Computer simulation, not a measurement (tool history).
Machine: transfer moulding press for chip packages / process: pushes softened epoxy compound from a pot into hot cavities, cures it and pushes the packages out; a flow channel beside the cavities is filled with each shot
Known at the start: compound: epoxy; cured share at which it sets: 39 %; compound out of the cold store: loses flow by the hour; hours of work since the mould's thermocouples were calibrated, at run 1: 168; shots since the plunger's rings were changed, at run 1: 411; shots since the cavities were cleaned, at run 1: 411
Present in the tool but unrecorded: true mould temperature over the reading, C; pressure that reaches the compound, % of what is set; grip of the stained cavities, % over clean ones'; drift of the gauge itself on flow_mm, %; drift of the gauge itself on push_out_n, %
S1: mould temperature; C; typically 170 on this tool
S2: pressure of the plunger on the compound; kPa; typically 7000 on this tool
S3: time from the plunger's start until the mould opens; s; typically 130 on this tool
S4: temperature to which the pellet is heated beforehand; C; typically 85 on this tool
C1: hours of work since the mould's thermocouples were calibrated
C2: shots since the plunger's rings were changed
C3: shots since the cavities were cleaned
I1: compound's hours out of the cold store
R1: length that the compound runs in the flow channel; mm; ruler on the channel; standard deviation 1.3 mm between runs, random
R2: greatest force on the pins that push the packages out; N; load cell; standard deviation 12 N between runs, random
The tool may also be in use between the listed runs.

run 1 day=0.000 | S1=170 S2=7000 S3=130 S4=85 | C1=168 C2=411 C3=411 | I1=42.9 | R1=607 R2=769
run 2 day=0.350 | S1=170 S2=7000 S3=130 S4=85 | C1=173 C2=481 C3=481 | I1=30.1 | R1=633 R2=823
-- day=0.825 cavities cleaned with cleaning compound and waxed
run 3 day=0.867 | S1=170 S2=7000 S3=130 S4=85 | C1=180 C2=574 C3=9 | I1=19.2 | R1=657 R2=614
run 4 day=1.158 | S1=170 S2=7000 S3=130 S4=85 | C1=184 C2=632 C3=67 | I1=19.4 | R1=654 R2=656
run 5 day=1.396 | S1=170 S2=7000 S3=130 S4=85 | C1=188 C2=680 C3=115 | I1=39.8 | R1=611 R2=646
run 6 day=1.817 | S1=170 S2=7000 S3=130 S4=93 | C1=194 C2=765 C3=200 | I1=30.6 | R1=630 R2=715
run 7 day=2.196 | S1=170 S2=7000 S3=138 S4=93 | C1=200 C2=841 C3=276 | I1=18.0 | R1=657 R2=709
run 8 day=2.479 | S1=170 S2=7000 S3=138 S4=93 | C1=204 C2=899 C3=334 | I1=10.5 | R1=670 R2=729
run 9 day=2.692 | S1=170 S2=7000 S3=130 S4=91 | C1=207 C2=941 C3=376 | I1=38.6 | R1=611 R2=789
run 10 day=3.154 | S1=170 S2=7000 S3=130 S4=85 | C1=214 C2=1034 C3=469 | I1=34.3 | R1=618 R2=808
-- day=3.683 cavities cleaned with cleaning compound and waxed
run 11 day=3.688 | S1=170 S2=7000 S3=130 S4=85 | C1=221 C2=1129 C3=1 | I1=19.1 | R1=649 R2=571
run 12 day=4.092 | S1=171 S2=7000 S3=130 S4=85 | C1=227 C2=1211 C3=83 | I1=29.1 | R1=625 R2=588
run 13 day=4.333 | S1=170 S2=7000 S3=130 S4=94 | C1=231 C2=1260 C3=132 | I1=8.1 | R1=673 R2=699
run 14 day=4.696 | S1=170 S2=7000 S3=130 S4=94 | C1=236 C2=1332 C3=204 | I1=45.8 | R1=592 R2=679
run 15 day=4.962 | S1=173 S2=8050 S3=167 S4=90 | C1=240 C2=1386 C3=258 | I1=22.2 | R1=675 R2=564
run 16 day=5.312 | S1=173 S2=8050 S3=167 S4=90 | C1=245 C2=1457 C3=329 | I1=45.1 | R1=625 R2=586
run 17 day=5.538 | S1=172 S2=7000 S3=130 S4=79 | C1=249 C2=1502 C3=374 | I1=45.8 | R1=586 R2=691
run 18 day=5.788 | S1=172 S2=7000 S3=130 S4=79 | C1=252 C2=1552 C3=424 | I1=17.0 | R1=646 R2=767
run 19 day=6.000 | S1=172 S2=7000 S3=130 S4=79 | C1=256 C2=1596 C3=468 | I1=40.5 | R1=596 R2=740
run 20 day=6.262 | S1=170 S2=5770 S3=130 S4=83 | C1=260 C2=1648 C3=520 | I1=34.8 | R1=556 R2=833
-- day=6.542 cavities cleaned with cleaning compound and waxed
run 21 day=6.750 | S1=170 S2=5890 S3=147 S4=85 | C1=266 C2=1734 C3=42 | I1=20.4 | R1=589 R2=543
run 22 day=7.221 | S1=172 S2=6110 S3=112 S4=86 | C1=273 C2=1829 C3=137 | I1=8.0 | R1=618 R2=818
run 23 day=7.446 | S1=172 S2=6110 S3=112 S4=86 | C1=276 C2=1874 C3=182 | I1=11.1 | R1=611 R2=844
run 24 day=7.742 | S1=172 S2=6110 S3=112 S4=86 | C1=281 C2=1934 C3=242 | I1=36.1 | R1=561 R2=854
run 25 day=8.021 | S1=172 S2=6110 S3=112 S4=86 | C1=285 C2=1990 C3=298 | I1=11.3 | R1=610 R2=926
run 26 day=8.325 | S1=165 S2=7000 S3=130 S4=94 | C1=290 C2=2051 C3=359 | I1=46.6 | R1=601 R2=1058
run 27 day=8.717 | S1=165 S2=7850 S3=141 S4=81 | C1=295 C2=2130 C3=438 | I1=47.3 | R1=635 R2=966

Per-run results on a tool with no hidden state, each run keeping its own random variation:
run=1 R1=611 R2=539
run=2 R1=638 R2=569
run=3 R1=664 R2=592
run=4 R1=661 R2=586
run=5 R1=617 R2=547
run=6 R1=637 R2=563
run=7 R1=666 R2=532
run=8 R1=680 R2=532
run=9 R1=620 R2=567
run=10 R1=629 R2=562
run=11 R1=661 R2=573
run=12 R1=637 R2=524
run=13 R1=686 R2=596
run=14 R1=605 R2=543
run=15 R1=690 R2=432
run=16 R1=639 R2=430
run=17 R1=600 R2=502
run=18 R1=661 R2=548
run=19 R1=611 R2=520
run=20 R1=570 R2=576
run=21 R1=605 R2=513
run=22 R1=636 R2=700
run=23 R1=629 R2=694
run=24 R1=578 R2=672
run=25 R1=629 R2=706
run=26 R1=621 R2=781
run=27 R1=656 R2=689
